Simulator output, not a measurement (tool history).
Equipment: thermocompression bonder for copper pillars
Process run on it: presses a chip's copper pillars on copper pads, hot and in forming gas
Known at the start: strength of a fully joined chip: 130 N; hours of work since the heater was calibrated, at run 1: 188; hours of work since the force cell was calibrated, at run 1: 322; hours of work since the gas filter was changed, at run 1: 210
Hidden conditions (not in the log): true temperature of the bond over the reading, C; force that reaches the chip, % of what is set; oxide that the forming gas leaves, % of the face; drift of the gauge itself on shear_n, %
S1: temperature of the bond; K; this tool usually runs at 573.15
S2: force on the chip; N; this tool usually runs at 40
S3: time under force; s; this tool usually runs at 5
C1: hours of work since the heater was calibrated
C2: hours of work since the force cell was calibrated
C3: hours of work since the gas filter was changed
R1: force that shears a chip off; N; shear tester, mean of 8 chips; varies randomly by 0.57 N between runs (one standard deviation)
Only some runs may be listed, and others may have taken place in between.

{"run": 1, "day": 0.0, "S1": 573.15, "S2": 40, "S3": 5, "C1": 188, "C2": 322, "C3": 210, "R1": 73.5}
{"run": 2, "day": 2.138, "S1": 573.15, "S2": 40, "S3": 5, "C1": 211, "C2": 345, "C3": 233, "R1": 72.5}
{"run": 3, "day": 4.417, "S1": 573.15, "S2": 40, "S3": 5, "C1": 236, "C2": 370, "C3": 257, "R1": 71.9}
{"run": 4, "day": 5.929, "S1": 573.15, "S2": 40, "S3": 5, "C1": 252, "C2": 386, "C3": 273, "R1": 71}
{"run": 5, "day": 7.529, "S1": 573.15, "S2": 40, "S3": 5, "C1": 269, "C2": 403, "C3": 290, "R1": 71}
{"run": 6, "day": 9.508, "S1": 573.15, "S2": 40, "S3": 5, "C1": 290, "C2": 424, "C3": 311, "R1": 70.3}
{"run": 7, "day": 11.508, "S1": 548.15, "S2": 40, "S3": 5, "C1": 312, "C2": 446, "C3": 333, "R1": 50.8}
{"run": 8, "day": 12.662, "S1": 554.15, "S2": 40, "S3": 6, "C1": 324, "C2": 458, "C3": 345, "R1": 59.8}
{"day": 14.421, "done": "forming gas filter changed"}
{"run": 9, "day": 14.421, "S1": 554.15, "S2": 40, "S3": 6, "C1": 343, "C2": 477, "C3": 0, "R1": 61.7}
{"run": 10, "day": 16.021, "S1": 554.15, "S2": 40, "S3": 4, "C1": 360, "C2": 494, "C3": 17, "R1": 53.2}
{"run": 11, "day": 18.254, "S1": 549.15, "S2": 40, "S3": 10, "C1": 384, "C2": 518, "C3": 41, "R1": 67.7}
{"run": 12, "day": 19.771, "S1": 549.15, "S2": 27, "S3": 10, "C1": 400, "C2": 534, "C3": 57, "R1": 45.4}

Forecast each of these 4 alternatives for the next run:
{"run": "A", "day": 21.5, "S1": 549.15, "S2": 27, "S3": 6, "C1": 419, "C2": 552, "C3": 76, "R1": "?"}
{"run": "B", "day": 21.5, "S1": 585.15, "S2": 28, "S3": 5, "C1": 419, "C2": 552, "C3": 76, "R1": "?"}
{"run": "C", "day": 21.5, "S1": 565.15, "S2": 24, "S3": 10, "C1": 419, "C2": 552, "C3": 76, "R1": "?"}
{"run": "D", "day": 21.5, "S1": 590.15, "S2": 41, "S3": 12, "C1": 419, "C2": 552, "C3": 76, "R1": "?"}

run=A R1=35.8
run=B R1=58.7
run=C R1=49.7
run=D R1=104.9
Without the tool's unlogged condition, the same runs would have read:
run=A R1=39.6
run=B R1=63.7
run=C R1=54.4
run=D R1=109.7
